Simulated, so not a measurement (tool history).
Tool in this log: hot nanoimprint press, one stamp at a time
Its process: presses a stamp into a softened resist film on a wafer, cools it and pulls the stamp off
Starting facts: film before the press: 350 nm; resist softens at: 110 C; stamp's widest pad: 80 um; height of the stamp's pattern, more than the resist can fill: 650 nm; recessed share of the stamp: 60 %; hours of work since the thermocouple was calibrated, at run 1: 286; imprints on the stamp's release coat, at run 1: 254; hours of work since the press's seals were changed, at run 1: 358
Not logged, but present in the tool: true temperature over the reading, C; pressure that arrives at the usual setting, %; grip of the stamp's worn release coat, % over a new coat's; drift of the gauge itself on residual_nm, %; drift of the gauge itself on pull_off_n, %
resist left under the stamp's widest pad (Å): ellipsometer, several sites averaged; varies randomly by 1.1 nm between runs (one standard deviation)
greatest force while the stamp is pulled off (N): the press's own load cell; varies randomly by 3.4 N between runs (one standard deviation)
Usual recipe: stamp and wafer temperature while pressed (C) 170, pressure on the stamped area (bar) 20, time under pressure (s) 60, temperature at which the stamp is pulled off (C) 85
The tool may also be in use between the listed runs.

run   hour  stamp and wafer temperature while pressed (C)  pressure on the stamped area (bar)  time under pressure (s)  temperature at which the stamp is pulled off (C)  hours of work since the thermocouple was calibrated  imprints on the stamp's release coat  hours of work since the press's seals were changed  resist left under the stamp's widest pad (Å)  greatest force while the stamp is pulled off (N)
  1      0                                            170                                  20                       60                                                85                                                  286                                   254                                                 358                                          1780                                               176
  2   73.9                                            170                                  20                       60                                                85                                                  338                                   438                                                 409                                          1787                                               173
  3  123.3                                            170                                  20                       60                                                85                                                  372                                   561                                                 444                                          1819                                               181
  4  189.5                                            170                                  20                       60                                                85                                                  418                                   726                                                 490                                          1810                                               192
     258.7  -- plate thermocouple calibrated
  5  258.7                                            170                                  20                       60                                                85                                                    0                                   891                                                 536                                          1869                                               194
  6  297.8                                            170                                  20                       31                                                85                                                   27                                   989                                                 563                                          2289                                               196
  7  349.9                                            170                                24.7                       31                                                85                                                   64                                  1119                                                 600                                          2131                                               198
  8  387.9                                            170                                24.7                       31                                                85                                                   90                                  1213                                                 626                                          2153                                               203
     405.2  -- plate thermocouple calibrated, once more
  9  445.6                                            170                                24.7                       31                                                85                                                   28                                  1350                                                 665                                          1978                                               198
 10  514.4                                            170                                  23                       60                                                85                                                   76                                  1521                                                 713                                          1655                                               194
 11    597                                            170                                  20                       60                                                85                                                  134                                  1727                                                 770                                          1784                                               195
     635.9  -- stamp cleaned and given a new release coat
 12    674                                            170                                21.6                       60                                                85                                                  184                                    95                                                 820                                          1732                                               164
 13    711                                            170                                30.4                       60                                                85                                                  209                                   187                                                 846                                          1478                                               175
 14  754.8                                            170                                  20                       60                                                85                                                  240                                   296                                                 876                                          1794                                               173
 15  789.4                                            170                                  20                       60                                                85                                                  264                                   383                                                 900                                          1800                                               175

Forecast run 16:
 16  832.9                                            176                                  20                       66                                                85                                                  294                                   491                                                 931                                             ?                                                 ?

{"run 16": {"resist left under the stamp's widest pad (Å)": 1437, "greatest force while the stamp is pulled off (N)": 176}}
Were there no unlogged condition in the tool, this run, its random variation unchanged, would have produced resist left under the stamp's widest pad (Å) 1348, greatest force while the stamp is pulled off (N) 162.
